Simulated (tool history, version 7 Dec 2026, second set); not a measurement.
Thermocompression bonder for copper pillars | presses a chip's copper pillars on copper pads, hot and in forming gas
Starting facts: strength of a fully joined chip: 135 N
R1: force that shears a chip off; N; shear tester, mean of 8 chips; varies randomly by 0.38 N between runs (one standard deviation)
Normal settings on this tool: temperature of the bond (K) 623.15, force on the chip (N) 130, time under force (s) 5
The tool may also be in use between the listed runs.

{"run": 1, "hour": 0.0, "temperature of the bond (K)": 623.15, "force on the chip (N)": 130, "time under force (s)": 5, "R1": 67}
{"run": 2, "hour": 16.7, "temperature of the bond (K)": 623.15, "force on the chip (N)": 130, "time under force (s)": 5, "R1": 65.7}
{"hour": 23.1, "done": "forming gas filter changed"}
{"run": 3, "hour": 29.9, "temperature of the bond (K)": 623.15, "force on the chip (N)": 130, "time under force (s)": 5, "R1": 69.4}
{"run": 4, "hour": 48.0, "temperature of the bond (K)": 640.15, "force on the chip (N)": 130, "time under force (s)": 5, "R1": 76.8}
{"run": 5, "hour": 67.8, "temperature of the bond (K)": 640.15, "force on the chip (N)": 130, "time under force (s)": 5, "R1": 76.4}
{"run": 6, "hour": 79.9, "temperature of the bond (K)": 623.15, "force on the chip (N)": 130, "time under force (s)": 5, "R1": 67.6}
{"run": 7, "hour": 99.5, "temperature of the bond (K)": 623.15, "force on the chip (N)": 130, "time under force (s)": 5, "R1": 67.6}
{"run": 8, "hour": 113.9, "temperature of the bond (K)": 623.15, "force on the chip (N)": 130, "time under force (s)": 5, "R1": 68.1}
{"run": 9, "hour": 125.3, "temperature of the bond (K)": 623.15, "force on the chip (N)": 130, "time under force (s)": 5, "R1": 67.8}
{"run": 10, "hour": 140.6, "temperature of the bond (K)": 623.15, "force on the chip (N)": 130, "time under force (s)": 5, "R1": 67.2}
{"run": 11, "hour": 155.0, "temperature of the bond (K)": 623.15, "force on the chip (N)": 130, "time under force (s)": 5, "R1": 66.4}
{"run": 12, "hour": 168.2, "temperature of the bond (K)": 623.15, "force on the chip (N)": 130, "time under force (s)": 5, "R1": 66.8}
{"run": 13, "hour": 183.7, "temperature of the bond (K)": 622.15, "force on the chip (N)": 129, "time under force (s)": 12, "R1": 86}
{"run": 14, "hour": 197.6, "temperature of the bond (K)": 623.15, "force on the chip (N)": 148, "time under force (s)": 10, "R1": 90.9}
{"run": 15, "hour": 211.8, "temperature of the bond (K)": 623.15, "force on the chip (N)": 148, "time under force (s)": 12, "R1": 93.9}
{"hour": 221.9, "done": "forming gas filter changed"}
{"run": 16, "hour": 230.8, "temperature of the bond (K)": 623.15, "force on the chip (N)": 148, "time under force (s)": 12, "R1": 97.8}
{"run": 17, "hour": 249.6, "temperature of the bond (K)": 623.15, "force on the chip (N)": 148, "time under force (s)": 12, "R1": 97.3}
{"run": 18, "hour": 263.0, "temperature of the bond (K)": 623.15, "force on the chip (N)": 148, "time under force (s)": 6, "R1": 80.1}
{"run": 19, "hour": 282.3, "temperature of the bond (K)": 653.15, "force on the chip (N)": 143, "time under force (s)": 11, "R1": 104.2}
{"run": 20, "hour": 299.2, "temperature of the bond (K)": 623.15, "force on the chip (N)": 130, "time under force (s)": 3, "R1": 56.3}
{"run": 21, "hour": 313.2, "temperature of the bond (K)": 623.15, "force on the chip (N)": 121, "time under force (s)": 8, "R1": 73.2}
{"run": 22, "hour": 324.3, "temperature of the bond (K)": 623.15, "force on the chip (N)": 160, "time under force (s)": 3, "R1": 67.1}

Results per run with the tool's hidden condition removed, run-to-run variation unchanged:
The tool's hidden condition here consists of: true temperature of the bond over the reading, C; force that reaches the chip, % of what is set; oxide that the forming gas leaves, % of the face; drift of the gauge itself on shear_n, %.
run=1 R1=72.1
run=2 R1=71.1
run=3 R1=72.2
run=4 R1=80
run=5 R1=79.9
run=6 R1=71.1
run=7 R1=71.4
run=8 R1=72.1
run=9 R1=72.1
run=10 R1=71.7
run=11 R1=71.1
run=12 R1=71.7
run=13 R1=91.9
run=14 R1=97.2
run=15 R1=100.4
run=16 R1=101.1
run=17 R1=100.9
run=18 R1=84.1
run=19 R1=108.3
run=20 R1=60.2
run=21 R1=78
run=22 R1=71.8
